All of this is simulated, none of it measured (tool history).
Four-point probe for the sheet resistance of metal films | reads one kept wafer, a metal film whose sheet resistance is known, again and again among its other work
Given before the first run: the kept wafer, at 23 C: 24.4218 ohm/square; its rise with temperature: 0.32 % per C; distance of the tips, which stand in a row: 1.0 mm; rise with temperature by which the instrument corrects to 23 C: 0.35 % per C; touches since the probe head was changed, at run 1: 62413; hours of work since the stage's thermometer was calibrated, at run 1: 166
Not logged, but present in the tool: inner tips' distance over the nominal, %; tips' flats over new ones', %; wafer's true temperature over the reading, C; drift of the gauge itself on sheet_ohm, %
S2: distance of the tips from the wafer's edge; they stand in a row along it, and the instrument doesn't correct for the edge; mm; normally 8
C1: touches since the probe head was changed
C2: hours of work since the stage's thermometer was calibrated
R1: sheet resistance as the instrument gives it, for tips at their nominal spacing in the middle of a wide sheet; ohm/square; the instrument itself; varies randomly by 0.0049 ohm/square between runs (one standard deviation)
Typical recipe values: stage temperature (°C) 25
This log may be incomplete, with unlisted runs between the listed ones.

Run 1, hour 0.0: usual settings; C1 62413; C2 166. Result: R1 24.823405 ohm/square.
Run 2, hour 63.2: usual settings; C1 63848; C2 194. Result: R1 24.824443 ohm/square.
Run 3, hour 164.8: usual settings but S2 65 mm; C1 66155; C2 238. Result: R1 24.635190 ohm/square.
Run 4, hour 290.0: usual settings but S2 65 mm; C1 68996; C2 292. Result: R1 24.636804 ohm/square.
Run 5, hour 416.4: usual settings but S2 65 mm; C1 71866; C2 347. Result: R1 24.638048 ohm/square.
Run 6, hour 477.5: usual settings but S2 65 mm; C1 73253; C2 373. Result: R1 24.655839 ohm/square.
Run 7, hour 532.9: usual settings but S2 65 mm; C1 74510; C2 397. Result: R1 24.656547 ohm/square.
Run 8, hour 590.7: usual settings but S2 65 mm; C1 75822; C2 422. Result: R1 24.659998 ohm/square.
Run 9, hour 643.2: usual settings but S2 65 mm; C1 77014; C2 445. Result: R1 24.653744 ohm/square.
Run 10, hour 719.3: usual settings but stage temperature (°C) 24; C1 78741; C2 478. Result: R1 24.879901 ohm/square.
At hour 733.0: new probe head fitted.
Run 11, hour 776.4: usual settings but stage temperature (°C) 24; C1 987; C2 502. Result: R1 24.624497 ohm/square.
Run 12, hour 898.3: usual settings; C1 3753; C2 555. Result: R1 24.635720 ohm/square.
Run 13, hour 1011.0: usual settings but stage temperature (°C) 21; C1 6311; C2 603. Result: R1 24.674933 ohm/square.
Run 14, hour 1124.0: usual settings but stage temperature (°C) 26; C1 8877; C2 652. Result: R1 24.645094 ohm/square.
Run 15, hour 1232.1: usual settings; C1 11330; C2 699. Result: R1 24.648115 ohm/square.
At hour 1243.9: stage's thermometer calibrated.
Run 16, hour 1309.3: usual settings but stage temperature (°C) 23, S2 19 mm; C1 13071; C2 28. Result: R1 24.490830 ohm/square.
Run 17, hour 1372.5: usual settings but stage temperature (°C) 21, S2 5 mm; C1 14507; C2 56. Result: R1 24.993724 ohm/square.
Run 18, hour 1475.6: usual settings but stage temperature (°C) 29, S2 24 mm; C1 16847; C2 100. Result: R1 24.444209 ohm/square.
Run 19, hour 1563.8: usual settings but stage temperature (°C) 29, S2 24 mm; C1 18848; C2 138. Result: R1 24.450079 ohm/square.
At hour 1573.6: stage's thermometer calibrated, once more.
Run 20, hour 1616.4: usual settings but S2 6 mm; C1 20032; C2 19. Result: R1 24.861538 ohm/square.
Run 21, hour 1728.3: usual settings but S2 28 mm; C1 22571; C2 67. Result: R1 24.518891 ohm/square.
Run 22, hour 1808.8: usual settings but stage temperature (°C) 23, S2 5 mm; C1 24399; C2 102. Result: R1 25.042679 ohm/square.
Run 23, hour 1915.8: usual settings but stage temperature (°C) 22, S2 18 mm; C1 26828; C2 148. Result: R1 24.577440 ohm/square.
Run 24, hour 2026.0: usual settings but stage temperature (°C) 18, S2 68 mm; C1 29330; C2 196. Result: R1 24.584365 ohm/square.
Run 25, hour 2107.9: usual settings but S2 4 mm; C1 31188; C2 231. Result: R1 25.329735 ohm/square.
Run 26, hour 2198.4: usual settings but stage temperature (°C) 27; C1 33244; C2 270. Result: R1 24.723438 ohm/square.
Run 27, hour 2270.3: usual settings but stage temperature (°C) 27; C1 34875; C2 302. Result: R1 24.730561 ohm/square.
Run 28, hour 2384.9: usual settings but stage temperature (°C) 22, S2 54 mm; C1 37478; C2 351. Result: R1 24.571700 ohm/square.
Run 29, hour 2467.6: usual settings but stage temperature (°C) 33, S2 27 mm; C1 39355; C2 387. Result: R1 24.511020 ohm/square.
Run 30, hour 2524.3: usual settings but stage temperature (°C) 23, S2 52 mm; C1 40641; C2 411. Result: R1 24.571339 ohm/square.

Here are 5 independent what-if runs from the current tool condition. What would each one return?
Run A, hour 2595.0: usual settings but S2 12 mm; C1 42245; C2 442. Result: R1 ?.
Run B, hour 2595.0: usual settings but stage temperature (°C) 27, S2 6 mm; C1 42245; C2 442. Result: R1 ?.
Run C, hour 2595.0: usual settings but stage temperature (°C) 24, S2 11 mm; C1 42245; C2 442. Result: R1 ?.
Run D, hour 2595.0: usual settings but stage temperature (°C) 23, S2 12 mm; C1 42245; C2 442. Result: R1 ?.
Run E, hour 2595.0: usual settings but stage temperature (°C) 19; C1 42245; C2 442. Result: R1 ?.

run         R1
  A  24.648591
  B  24.907824
  C  24.679686
  D  24.665613
  E  24.806252
With the hidden condition removed and each run's random variation left untouched, the same runs would have given:
run         R1
  A  24.495671
  B  24.753370
  C  24.526616
  D  24.512655
  E  24.652622
